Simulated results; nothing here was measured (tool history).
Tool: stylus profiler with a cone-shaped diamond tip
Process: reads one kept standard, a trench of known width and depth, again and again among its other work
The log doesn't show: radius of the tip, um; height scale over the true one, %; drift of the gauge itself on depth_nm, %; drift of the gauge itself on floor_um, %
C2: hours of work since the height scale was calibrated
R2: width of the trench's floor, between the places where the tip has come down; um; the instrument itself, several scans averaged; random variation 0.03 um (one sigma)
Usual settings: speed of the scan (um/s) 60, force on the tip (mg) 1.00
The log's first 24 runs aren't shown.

Run 25, hour 266.2: usual settings but speed of the scan (um/s) 139; scans with this tip 5928; C2 516. Result: depth of the trench (Å) 5007.5, R2 26.28 um.
Run 26, hour 280.9: usual settings but speed of the scan (um/s) 35, force on the tip (mg) 1.24; scans with this tip 6048; C2 526. Result: depth of the trench (Å) 5006.7, R2 26.96 um.
Run 27, hour 289.6: usual settings but speed of the scan (um/s) 35, force on the tip (mg) 1.24; scans with this tip 6119; C2 532. Result: depth of the trench (Å) 5007.0, R2 26.84 um.
Run 28, hour 304.1: usual settings but speed of the scan (um/s) 15, force on the tip (mg) 0.60; scans with this tip 6239; C2 543. Result: depth of the trench (Å) 4999.6, R2 26.98 um.
Run 29, hour 316.4: usual settings but speed of the scan (um/s) 15, force on the tip (mg) 0.60; scans with this tip 6340; C2 551. Result: depth of the trench (Å) 5002.2, R2 26.88 um.
Run 30, hour 329.5: usual settings but speed of the scan (um/s) 112, force on the tip (mg) 0.82; scans with this tip 6447; C2 561. Result: depth of the trench (Å) 5002.0, R2 26.35 um.
Run 31, hour 336.3: usual settings but speed of the scan (um/s) 112, force on the tip (mg) 2.27; scans with this tip 6503; C2 566. Result: depth of the trench (Å) 5019.1, R2 26.65 um.
Run 32, hour 344.3: usual settings but speed of the scan (um/s) 52, force on the tip (mg) 1.89; scans with this tip 6569; C2 571. Result: depth of the trench (Å) 5013.0, R2 26.81 um.
Run 33, hour 358.1: usual settings but speed of the scan (um/s) 18, force on the tip (mg) 2.65; scans with this tip 6682; C2 581. Result: depth of the trench (Å) 5019.0, R2 26.94 um.
Run 34, hour 373.3: usual settings but speed of the scan (um/s) 65, force on the tip (mg) 0.60; scans with this tip 6807; C2 592. Result: depth of the trench (Å) 4997.4, R2 26.59 um.
Run 35, hour 381.2: usual settings but speed of the scan (um/s) 65, force on the tip (mg) 0.60; scans with this tip 6872; C2 598. Result: depth of the trench (Å) 4999.4, R2 26.51 um.
Run 36, hour 387.5: usual settings but speed of the scan (um/s) 65, force on the tip (mg) 0.60; scans with this tip 6923; C2 602. Result: depth of the trench (Å) 5000.7, R2 26.57 um.
Run 37, hour 394.7: usual settings but speed of the scan (um/s) 61, force on the tip (mg) 0.60; scans with this tip 6983; C2 607. Result: depth of the trench (Å) 4998.5, R2 26.59 um.
Run 38, hour 408.2: usual settings but speed of the scan (um/s) 231, force on the tip (mg) 0.78; scans with this tip 7094; C2 617. Result: depth of the trench (Å) 5000.3, R2 25.58 um.
Run 39, hour 416.9: usual settings but speed of the scan (um/s) 231, force on the tip (mg) 0.78; scans with this tip 7165; C2 623. Result: depth of the trench (Å) 5002.4, R2 25.56 um.
Run 40, hour 430.7: usual settings but speed of the scan (um/s) 231, force on the tip (mg) 0.78; scans with this tip 7279; C2 633. Result: depth of the trench (Å) 5001.8, R2 25.48 um.

Forecast each of these 3 alternatives for the next run:
Run A, hour 445.1: usual settings but speed of the scan (um/s) 27, force on the tip (mg) 1.48; scans with this tip 7397; C2 643. Result: depth of the trench (Å) ?, R2 ?.
Run B, hour 445.1: usual settings but speed of the scan (um/s) 30, force on the tip (mg) 0.44; scans with this tip 7397; C2 643. Result: depth of the trench (Å) ?, R2 ?.
Run C, hour 445.1: usual settings but speed of the scan (um/s) 122, force on the tip (mg) 1.83; scans with this tip 7397; C2 643. Result: depth of the trench (Å) ?, R2 ?.

run  depth of the trench (Å)     R2
  A                   5008.4  26.87
  B                   4997.0  26.76
  C                   5010.4  26.46
Without the tool's hidden state the same runs would have given:
run  depth of the trench (Å)     R2
  A                   5021.9  27.23
  B                   5010.5  27.12
  C                   5024.0  26.82
